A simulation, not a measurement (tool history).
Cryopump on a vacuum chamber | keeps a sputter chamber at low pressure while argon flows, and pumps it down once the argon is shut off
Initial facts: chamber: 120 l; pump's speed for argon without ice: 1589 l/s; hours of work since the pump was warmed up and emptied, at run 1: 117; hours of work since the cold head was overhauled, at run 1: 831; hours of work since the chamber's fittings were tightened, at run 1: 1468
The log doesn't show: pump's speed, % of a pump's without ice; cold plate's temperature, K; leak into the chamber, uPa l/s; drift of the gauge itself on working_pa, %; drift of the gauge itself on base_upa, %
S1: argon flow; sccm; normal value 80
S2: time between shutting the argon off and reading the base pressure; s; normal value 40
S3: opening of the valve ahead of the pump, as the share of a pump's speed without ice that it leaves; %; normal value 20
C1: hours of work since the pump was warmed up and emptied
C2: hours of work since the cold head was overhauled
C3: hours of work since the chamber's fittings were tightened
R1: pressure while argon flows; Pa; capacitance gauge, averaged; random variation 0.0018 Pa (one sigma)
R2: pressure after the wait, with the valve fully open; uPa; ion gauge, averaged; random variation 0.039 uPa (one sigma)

{"run": 1, "day": 0.0, "S1": 80, "S2": 40, "S3": 20, "C1": 117, "C2": 831, "C3": 1468, "R1": 0.4312, "R2": 4.33}
{"run": 2, "day": 1.029, "S1": 80, "S2": 40, "S3": 44, "C1": 129, "C2": 843, "C3": 1480, "R1": 0.1978, "R2": 4.43}
{"run": 3, "day": 2.35, "S1": 80, "S2": 40, "S3": 20, "C1": 145, "C2": 859, "C3": 1495, "R1": 0.4301, "R2": 4.42}
{"run": 4, "day": 3.575, "S1": 64, "S2": 40, "S3": 20, "C1": 159, "C2": 873, "C3": 1510, "R1": 0.3464, "R2": 4.47}
{"run": 5, "day": 5.275, "S1": 64, "S2": 40, "S3": 20, "C1": 179, "C2": 893, "C3": 1530, "R1": 0.3477, "R2": 4.55}
{"run": 6, "day": 7.3, "S1": 64, "S2": 65, "S3": 20, "C1": 203, "C2": 917, "C3": 1554, "R1": 0.3486, "R2": 3.86}
{"run": 7, "day": 9.017, "S1": 64, "S2": 65, "S3": 20, "C1": 223, "C2": 937, "C3": 1574, "R1": 0.3464, "R2": 3.79}
{"run": 8, "day": 10.388, "S1": 64, "S2": 65, "S3": 20, "C1": 239, "C2": 953, "C3": 1590, "R1": 0.3481, "R2": 3.87}
{"run": 9, "day": 12.688, "S1": 64, "S2": 65, "S3": 20, "C1": 267, "C2": 981, "C3": 1617, "R1": 0.3481, "R2": 3.87}
{"run": 10, "day": 14.45, "S1": 80, "S2": 40, "S3": 20, "C1": 287, "C2": 1001, "C3": 1638, "R1": 0.4335, "R2": 4.72}
{"run": 11, "day": 16.908, "S1": 80, "S2": 40, "S3": 21, "C1": 316, "C2": 1030, "C3": 1667, "R1": 0.4175, "R2": 4.88}
{"run": 12, "day": 18.742, "S1": 80, "S2": 40, "S3": 21, "C1": 338, "C2": 1052, "C3": 1688, "R1": 0.4165, "R2": 5.02}
{"run": 13, "day": 20.104, "S1": 80, "S2": 40, "S3": 21, "C1": 354, "C2": 1068, "C3": 1704, "R1": 0.4213, "R2": 4.89}
{"run": 14, "day": 22.562, "S1": 80, "S2": 40, "S3": 21, "C1": 383, "C2": 1097, "C3": 1733, "R1": 0.4238, "R2": 5.01}
{"run": 15, "day": 24.558, "S1": 80, "S2": 40, "S3": 21, "C1": 406, "C2": 1120, "C3": 1757, "R1": 0.4236, "R2": 4.99}
{"run": 16, "day": 26.042, "S1": 80, "S2": 40, "S3": 21, "C1": 424, "C2": 1138, "C3": 1774, "R1": 0.4229, "R2": 5.3}
{"run": 17, "day": 27.121, "S1": 111, "S2": 40, "S3": 20, "C1": 437, "C2": 1151, "C3": 1787, "R1": 0.6188, "R2": 5.23}
{"run": 18, "day": 28.138, "S1": 80, "S2": 40, "S3": 17, "C1": 449, "C2": 1163, "C3": 1799, "R1": 0.5187, "R2": 5.27}
{"day": 29.904, "done": "leaking fittings of the chamber tightened, without venting"}
{"run": 19, "day": 30.396, "S1": 80, "S2": 40, "S3": 17, "C1": 474, "C2": 1188, "C3": 6, "R1": 0.52, "R2": 2.27}

For run 20, what comes out?
{"run": 20, "day": 32.671, "S1": 80, "S2": 62, "S3": 20, "C1": 501, "C2": 1215, "C3": 33, "R1": "?", "R2": "?"}

{"run 20": {"R1": 0.4484, "R2": 1.67}}
Without the tool's hidden state the same run would have given R1 0.4255 Pa, R2 1.54 uPa.
